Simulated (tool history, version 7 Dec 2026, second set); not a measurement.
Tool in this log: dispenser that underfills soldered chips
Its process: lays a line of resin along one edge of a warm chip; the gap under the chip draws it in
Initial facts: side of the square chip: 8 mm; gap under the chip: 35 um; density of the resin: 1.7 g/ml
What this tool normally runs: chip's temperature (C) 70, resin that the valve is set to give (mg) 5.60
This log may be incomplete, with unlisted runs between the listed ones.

run   hour  chip's temperature (C)  resin that the valve is set to give (mg)  time until the resin shows at the far edge (s)  resin that the valve gave (mg)
  1    0.0                      70                                      5.60                                           147.1                            5.47
       7.5  -- new syringe of resin
  2    8.7                      70                                      5.60                                           101.3                            5.62
  3   14.8                      70                                      5.60                                           145.1                            5.52
  4   22.1                      70                                      5.60                                           220.0                            5.52
      23.4  -- new syringe of resin
  5   28.0                      70                                      5.60                                           121.9                            5.46
  6   34.0                      70                                      5.60                                           172.0                            5.44
      38.9  -- new syringe of resin
  7   40.4                      70                                      5.60                                           104.0                            5.42
  8   53.5                      70                                      6.44                                           216.8                            6.18
      54.5  -- new syringe of resin
  9   65.1                      70                                      5.85                                           170.1                            5.54
      70.5  -- new syringe of resin
 10   71.6                      70                                      5.83                                           103.4                            5.55
      73.6  -- stage's temperature calibrated
 11   85.5                      70                                      5.83                                           194.3                            5.65
      86.7  -- new syringe of resin
 12   99.1                      70                                      5.83                                           178.6                            5.51
     102.7  -- new syringe of resin
 13  109.7                      70                                      5.83                                           131.2                            5.51
 14  116.4                      79                                      4.95                                           140.1                            4.67
     118.0  -- new syringe of resin
 15  122.2                      70                                      5.18                                           115.0                            4.83
     133.4  -- new syringe of resin
 16  133.8                      65                                      5.66                                           115.4                            5.29
 17  142.0                      76                                      4.91                                           120.6                            4.59
     149.0  -- new syringe of resin
 18  149.0                      60                                      6.92                                           132.1                            6.34
 19  162.2                      70                                      6.16                                           184.3                            5.64
     164.5  -- new syringe of resin
 20  175.0                      65                                      4.94                                           212.6                            4.46
     180.1  -- new syringe of resin
 21  186.4                      65                                      4.94                                           169.0                            4.42
 22  194.4                      78                                      5.53                                           150.8                            5.03
     195.4  -- new syringe of resin
     199.3  -- dispensing valve cleaned and set on the balance
 23  202.1                      77                                      6.19                                            92.5                            6.20
     211.7  -- new syringe of resin
 24  211.7                      77                                      6.19                                            66.0                            6.09
 25  217.6                      77                                      6.19                                            91.8                            6.19

What if the next run were any one of these 3? Each begins from the tool's condition after run 25:
  A  224.8                      70                                      5.04                                               ?                               ?
  B  224.8                      59                                      5.04                                               ?                               ?
  C  224.8                      64                                      5.60                                               ?                               ?

run  time until the resin shows at the far edge (s)  resin that the valve gave (mg)
  A                                           193.6                            4.97
  B                                           315.7                            4.98
  C                                           247.9                            5.55
What these runs would have given with no unlogged condition in the tool:
run  time until the resin shows at the far edge (s)  resin that the valve gave (mg)
  A                                            86.2                            5.02
  B                                           140.5                            5.03
  C                                           110.5                            5.61
